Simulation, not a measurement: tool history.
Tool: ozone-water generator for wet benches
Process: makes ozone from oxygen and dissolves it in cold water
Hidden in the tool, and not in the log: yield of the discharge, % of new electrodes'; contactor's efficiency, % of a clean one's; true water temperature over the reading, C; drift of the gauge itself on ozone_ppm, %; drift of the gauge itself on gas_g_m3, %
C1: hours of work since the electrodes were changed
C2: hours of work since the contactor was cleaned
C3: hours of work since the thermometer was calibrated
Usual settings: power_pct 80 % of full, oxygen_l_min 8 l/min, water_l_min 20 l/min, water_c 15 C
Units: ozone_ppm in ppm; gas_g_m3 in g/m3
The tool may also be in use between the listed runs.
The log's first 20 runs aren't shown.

{"run": 21, "hour": 624.6, "power_pct": 65, "oxygen_l_min": 8, "water_l_min": 25, "water_c": 15, "C1": 520, "C2": 6702, "C3": 2834, "ozone_ppm": 22.2, "gas_g_m3": 190}
{"run": 22, "hour": 645.4, "power_pct": 50, "oxygen_l_min": 4.71, "water_l_min": 20, "water_c": 14, "C1": 534, "C2": 6716, "C3": 2847, "ozone_ppm": 21.5, "gas_g_m3": 207.6}
{"run": 23, "hour": 676.7, "power_pct": 52, "oxygen_l_min": 8, "water_l_min": 25, "water_c": 15, "C1": 555, "C2": 6736, "C3": 2868, "ozone_ppm": 18.9, "gas_g_m3": 161.4}
{"run": 24, "hour": 702.1, "power_pct": 52, "oxygen_l_min": 8, "water_l_min": 25, "water_c": 15, "C1": 571, "C2": 6753, "C3": 2885, "ozone_ppm": 18.8, "gas_g_m3": 160.5}
{"run": 25, "hour": 746.0, "power_pct": 85, "oxygen_l_min": 8, "water_l_min": 20, "water_c": 15, "C1": 600, "C2": 6782, "C3": 2913, "ozone_ppm": 32.8, "gas_g_m3": 235.4}
{"run": 26, "hour": 771.2, "power_pct": 85, "oxygen_l_min": 8, "water_l_min": 12, "water_c": 15, "C1": 617, "C2": 6798, "C3": 2930, "ozone_ppm": 45.7, "gas_g_m3": 234.1}
{"run": 27, "hour": 797.9, "power_pct": 55, "oxygen_l_min": 8.11, "water_l_min": 20, "water_c": 18, "C1": 634, "C2": 6816, "C3": 2948, "ozone_ppm": 22.2, "gas_g_m3": 167}
{"run": 28, "hour": 839.0, "power_pct": 80, "oxygen_l_min": 8, "water_l_min": 28, "water_c": 15, "C1": 661, "C2": 6843, "C3": 2975, "ozone_ppm": 23.3, "gas_g_m3": 225.5}
{"run": 29, "hour": 879.0, "power_pct": 80, "oxygen_l_min": 8, "water_l_min": 28, "water_c": 15, "C1": 688, "C2": 6869, "C3": 3001, "ozone_ppm": 23.5, "gas_g_m3": 223.3}
{"run": 30, "hour": 916.9, "power_pct": 80, "oxygen_l_min": 8, "water_l_min": 28, "water_c": 15, "C1": 713, "C2": 6894, "C3": 3026, "ozone_ppm": 23.4, "gas_g_m3": 223.4}
{"run": 31, "hour": 950.6, "power_pct": 80, "oxygen_l_min": 8, "water_l_min": 17, "water_c": 17, "C1": 735, "C2": 6916, "C3": 3048, "ozone_ppm": 34.3, "gas_g_m3": 224.4}
{"run": 32, "hour": 984.5, "power_pct": 80, "oxygen_l_min": 8, "water_l_min": 17, "water_c": 17, "C1": 757, "C2": 6939, "C3": 3070, "ozone_ppm": 33.5, "gas_g_m3": 224.3}

Forecast each of these 4 alternatives for the next run:
{"run": "A", "hour": 1020.9, "power_pct": 80, "oxygen_l_min": 12.41, "water_l_min": 20, "water_c": 8, "C1": 781, "C2": 6963, "C3": 3094, "ozone_ppm": "?", "gas_g_m3": "?"}
{"run": "B", "hour": 1020.9, "power_pct": 42, "oxygen_l_min": 5.86, "water_l_min": 20, "water_c": 7, "C1": 781, "C2": 6963, "C3": 3094, "ozone_ppm": "?", "gas_g_m3": "?"}
{"run": "C", "hour": 1020.9, "power_pct": 80, "oxygen_l_min": 9.91, "water_l_min": 17, "water_c": 17, "C1": 781, "C2": 6963, "C3": 3094, "ozone_ppm": "?", "gas_g_m3": "?"}
{"run": "D", "hour": 1020.9, "power_pct": 80, "oxygen_l_min": 6.16, "water_l_min": 17, "water_c": 11, "C1": 781, "C2": 6963, "C3": 3094, "ozone_ppm": "?", "gas_g_m3": "?"}

run=A ozone_ppm=34.6 gas_g_m3=177.6
run=B ozone_ppm=21.3 gas_g_m3=161.8
run=C ozone_ppm=33.1 gas_g_m3=198.9
run=D ozone_ppm=38.5 gas_g_m3=255.4
Without the tool's hidden state the same runs would have given:
run=A ozone_ppm=37.4 gas_g_m3=179.6
run=B ozone_ppm=22.8 gas_g_m3=162.8
run=C ozone_ppm=35.5 gas_g_m3=201.1
run=D ozone_ppm=41.2 gas_g_m3=258.3
